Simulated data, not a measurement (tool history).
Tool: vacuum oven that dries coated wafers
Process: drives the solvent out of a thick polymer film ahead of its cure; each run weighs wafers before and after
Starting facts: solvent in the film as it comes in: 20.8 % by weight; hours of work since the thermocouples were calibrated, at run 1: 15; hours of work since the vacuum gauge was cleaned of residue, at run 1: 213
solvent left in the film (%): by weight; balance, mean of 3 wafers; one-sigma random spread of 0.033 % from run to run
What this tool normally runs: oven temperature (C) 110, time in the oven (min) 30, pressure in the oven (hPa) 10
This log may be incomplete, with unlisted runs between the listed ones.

run   hour  oven temperature (C)  time in the oven (min)  pressure in the oven (hPa)  hours of work since the thermocouples were calibrated  hours of work since the vacuum gauge was cleaned of residue  solvent left in the film (%)
  1      0                   110                      30                          10                                                     15                                                          213                          3.56
  2   11.2                   110                      30                          10                                                     22                                                          220                          3.55
  3   26.8                   115                      30                          10                                                     31                                                          229                          2.49
  4   48.3                   108                      30                          10                                                     44                                                          242                          4.12
  5   66.5                   110                      30                        24.4                                                     55                                                          253                          4.51
  6   83.7                   106                      30                          10                                                     65                                                          263                          4.59
  7  101.1                   110                      26                          10                                                     76                                                          274                          4.29
  8  117.5                   110                      30                          10                                                     85                                                          284                          3.57
  9  139.4                   110                      30                          10                                                     99                                                          297                          3.61
 10  155.7                   110                      30                          10                                                    108                                                          307                           3.6
 11  178.7                   110                      38                          10                                                    122                                                          321                          2.48
 12  194.2                    99                      25                         9.1                                                    132                                                          330                          7.55
 13  212.2                   102                      31                        15.8                                                    142                                                          341                          5.95
 14  223.4                   102                      19                        36.5                                                    149                                                          347                         10.06
 15  242.9                   109                      37                          10                                                    161                                                          359                          2.79
 16    254                   110                      19                        21.2                                                    167                                                          366                          6.73
 17  275.7                   110                      39                         9.8                                                    181                                                          379                          2.39
 18  297.4                   110                      26                          10                                                    194                                                          392                          4.33
 19  311.8                   125                      54                         6.8                                                    202                                                          400                          0.37

Each row is a separate what-if for the run after 19, all from the same tool condition, not one after another. Results?
  A  330.6                   125                      54                        27.9                                                    214                                                          412                             ?
  B  330.6                   110                      29                         6.8                                                    214                                                          412                             ?
  C  330.6                   110                      16                          10                                                    214                                                          412                             ?
  D  330.6                   112                      30                         8.3                                                    214                                                          412                             ?
  E  330.6                   109                      54                        22.6                                                    214                                                          412                             ?

run  solvent left in the film (%)
  A                          1.42
  B                          3.61
  C                          7.12
  D                          3.05
  E                          2.61
With no hidden state in the tool, these same runs would have given:
run  solvent left in the film (%)
  A                          1.41
  B                           3.6
  C                          7.12
  D                          3.04
  E                          2.61

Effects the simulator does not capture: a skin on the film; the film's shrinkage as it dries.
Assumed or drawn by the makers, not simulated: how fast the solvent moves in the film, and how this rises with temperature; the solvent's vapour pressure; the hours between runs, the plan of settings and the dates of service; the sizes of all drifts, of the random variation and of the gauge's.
